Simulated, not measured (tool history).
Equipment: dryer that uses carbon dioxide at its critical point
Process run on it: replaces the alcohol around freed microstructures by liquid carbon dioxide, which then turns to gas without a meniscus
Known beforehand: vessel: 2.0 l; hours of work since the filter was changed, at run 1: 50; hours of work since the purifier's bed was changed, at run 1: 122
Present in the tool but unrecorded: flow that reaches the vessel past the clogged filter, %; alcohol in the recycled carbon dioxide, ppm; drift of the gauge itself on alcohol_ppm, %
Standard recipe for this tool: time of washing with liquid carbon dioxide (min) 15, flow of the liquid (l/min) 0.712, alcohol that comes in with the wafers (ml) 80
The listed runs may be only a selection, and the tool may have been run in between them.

run	hour	time of washing with liquid carbon dioxide (min)	flow of the liquid (l/min)	alcohol that comes in with the wafers (ml)	hours of work since the filter was changed	hours of work since the purifier's bed was changed	alcohol left in the vessel before it's heated (ppm by volume)
1	0.0	15	0.712	80	50	122	647
2	11.0	15	0.712	80	58	130	679
3	18.6	10	0.712	80	63	136	2537
4	33.4	10	0.712	80	74	147	2575
5	47.1	10	0.712	80	85	157	2578
6	57.7	10	0.712	80	92	165	2541
7	64.9	10	0.712	80	98	170	2600
8	71.6	16	0.712	80	103	175	564
9	78.3	15	0.712	32	108	180	343
10	88.4	15	0.712	32	115	187	349
11	98.9	15	0.712	32	123	195	348
12	108.5	15	0.712	32	130	202	362
13	123.0	15	0.712	32	141	213	373
14	136.4	15	0.712	32	150	223	395
15	149.2	15	0.712	32	160	232	383
16	157.5	15	0.712	32	166	238	388
17	169.7	15	0.712	32	175	247	407
18	180.2	15	0.712	32	183	255	413
19	193.6	15	0.712	32	193	265	429
20	203.7	15	0.712	80	200	273	898
21	217.4	15	0.712	80	210	283	936
22	224.2	15	0.712	80	215	288	937
23	238.6	15	0.712	80	226	298	955
24	252.1	11	0.930	27	236	308	476
25	262.1	15	1.112	107	243	316	273
26	272.9	17	0.633	80	251	324	957
27	279.1	16	1.059	40	256	328	181
28	287.3	17	1.184	46	262	334	162
29	293.5	21	1.184	46	266	339	147
30	307.4	21	1.184	46	277	349	149
31	317.3	10	0.987	35	284	356	709
32	326.9	9	1.183	35	291	364	572
33	333.7	14	1.000	88	296	369	509
34	341.1	12	1.000	53	302	374	583
35	354.4	14	1.095	108	311	384	431
36	366.8	18	0.607	26	321	393	448
37	375.1	18	0.607	26	327	399	446
38	388.9	9	0.657	34	337	409	2383
39	402.4	13	0.617	24	347	419	932
40	409.5	15	0.491	60	352	425	2447
41	424.1	9	0.602	80	363	435	6466
42	434.5	9	1.183	23	371	443	506
# hour 437.8: inlet filter changed
43	445.9	10	0.495	26	6	451	1881
44	452.4	10	0.495	26	11	456	1934
45	467.4	24	0.475	30	22	467	331
46	474.6	20	1.003	80	27	472	209

How the hidden state differs across the entries between the runs, from the last listed run before each to the first after it:
After run 42, before run 43: inlet filter changed (hour 437.8)
  flow that reaches the vessel past the clogged filter, %: 83.7 -> 99.5; alcohol in the recycled carbon dioxide, ppm: 181.8 -> 184.9
  measured less the result without the state, alcohol left in the vessel before it's heated (ppm by volume): +339 -> +196

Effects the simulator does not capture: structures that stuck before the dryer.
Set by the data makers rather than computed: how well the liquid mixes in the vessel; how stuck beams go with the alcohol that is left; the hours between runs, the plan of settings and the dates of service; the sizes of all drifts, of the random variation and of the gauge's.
